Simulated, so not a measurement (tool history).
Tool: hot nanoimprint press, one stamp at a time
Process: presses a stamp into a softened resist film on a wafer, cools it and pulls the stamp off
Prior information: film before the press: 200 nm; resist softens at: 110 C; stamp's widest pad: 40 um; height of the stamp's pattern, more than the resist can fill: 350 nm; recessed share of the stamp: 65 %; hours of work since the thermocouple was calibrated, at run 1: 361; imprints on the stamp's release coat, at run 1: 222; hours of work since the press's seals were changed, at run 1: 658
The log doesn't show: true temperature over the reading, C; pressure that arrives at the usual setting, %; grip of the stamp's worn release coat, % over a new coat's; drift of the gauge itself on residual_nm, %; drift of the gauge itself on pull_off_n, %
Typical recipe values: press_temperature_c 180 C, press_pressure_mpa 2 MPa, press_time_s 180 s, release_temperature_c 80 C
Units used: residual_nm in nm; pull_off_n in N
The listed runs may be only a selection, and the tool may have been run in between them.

run	hour	press_temperature_c	press_pressure_mpa	press_time_s	release_temperature_c	hours of work since the thermocouple was calibrated	imprints on the stamp's release coat	hours of work since the press's seals were changed	residual_nm	pull_off_n
1	0	180	2	180	80	361	222	658	84.4	134
2	19.2	180	1.89	180	80	376	276	673	86.3	135
3	37.3	180	1.89	180	80	390	326	688	86.8	137
4	61.1	180	1.36	180	80	409	393	707	98.8	137
5	83.1	180	2	180	80	426	454	724	83.9	139
6	100.5	180	2	180	80	440	503	738	83.7	142
7	112.4	180	2	326	80	450	536	747	65.1	141
8	129.9	176	2	326	80	463	585	761	81.1	138
9	152.6	180	1.41	180	80	481	648	779	95.9	142

Run 10, settings as shown, results not yet in. Your forecast:
10	166.4	180	2.74	180	70	492	687	790	?	?

{"run 10": {"residual_nm": 72.6, "pull_off_n": 161}}
With the hidden condition absent and the run-to-run variation left alone, this run would have shown residual_nm 77.3 nm, pull_off_n 151 N.

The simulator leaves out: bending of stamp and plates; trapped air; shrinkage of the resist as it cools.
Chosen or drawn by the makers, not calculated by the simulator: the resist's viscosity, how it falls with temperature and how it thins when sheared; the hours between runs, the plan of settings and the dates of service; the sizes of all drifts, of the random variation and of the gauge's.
